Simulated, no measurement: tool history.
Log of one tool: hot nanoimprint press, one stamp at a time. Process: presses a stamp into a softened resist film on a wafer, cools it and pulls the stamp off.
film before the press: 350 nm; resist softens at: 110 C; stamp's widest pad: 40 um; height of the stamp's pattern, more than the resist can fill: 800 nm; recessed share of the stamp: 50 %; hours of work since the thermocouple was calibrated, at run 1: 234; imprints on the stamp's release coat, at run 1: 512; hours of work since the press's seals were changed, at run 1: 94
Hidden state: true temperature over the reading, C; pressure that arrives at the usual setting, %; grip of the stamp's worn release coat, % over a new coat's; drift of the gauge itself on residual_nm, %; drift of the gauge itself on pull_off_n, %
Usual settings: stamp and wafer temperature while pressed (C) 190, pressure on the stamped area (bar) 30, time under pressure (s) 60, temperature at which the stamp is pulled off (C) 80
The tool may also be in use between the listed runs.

run,day,stamp and wafer temperature while pressed (C),pressure on the stamped area (bar),time under pressure (s),temperature at which the stamp is pulled off (C),hours of work since the thermocouple was calibrated,imprints on the stamp's release coat,hours of work since the press's seals were changed,resist left under the stamp's widest pad (Å),greatest force while the stamp is pulled off (N)
1,0,190,30,60,80,234,512,94,1902,142
2,1.183,190,30,60,80,245,601,106,1921,140
3,2.288,190,30,60,80,257,685,117,1904,135
4,3.079,190,30,60,80,265,745,125,1891,137
5,4.517,190,30,60,80,279,854,140,1917,137
6,5.779,179,30,60,80,292,950,152,2440,139
7,6.392,179,30,60,80,298,996,159,2431,141
8,7.825,190,30,60,80,312,1105,173,1923,138
9,9,199,40.9,48,74,324,1194,185,1479,149
10,9.879,190,45.8,60,80,333,1261,194,1622,141
11,10.7,187,45.8,33,80,341,1323,202,2147,140
12,12,180,23.8,33,80,354,1422,215,2857,137
13,13.267,189,30,44,80,367,1518,228,2171,136
# day 13.804: stamp cleaned and given a new release coat
14,14.242,189,22,44,80,374,34,235,2368,135
15,15.496,183,30,50,80,387,129,248,2348,146

Hidden state at the last listed run before each entry between runs and at the first one after, where it differs:
Between runs 13 and 14: stamp cleaned and given a new release coat (day 13.804)
  grip of the stamp's worn release coat, % over a new coat's: 1 -> 0

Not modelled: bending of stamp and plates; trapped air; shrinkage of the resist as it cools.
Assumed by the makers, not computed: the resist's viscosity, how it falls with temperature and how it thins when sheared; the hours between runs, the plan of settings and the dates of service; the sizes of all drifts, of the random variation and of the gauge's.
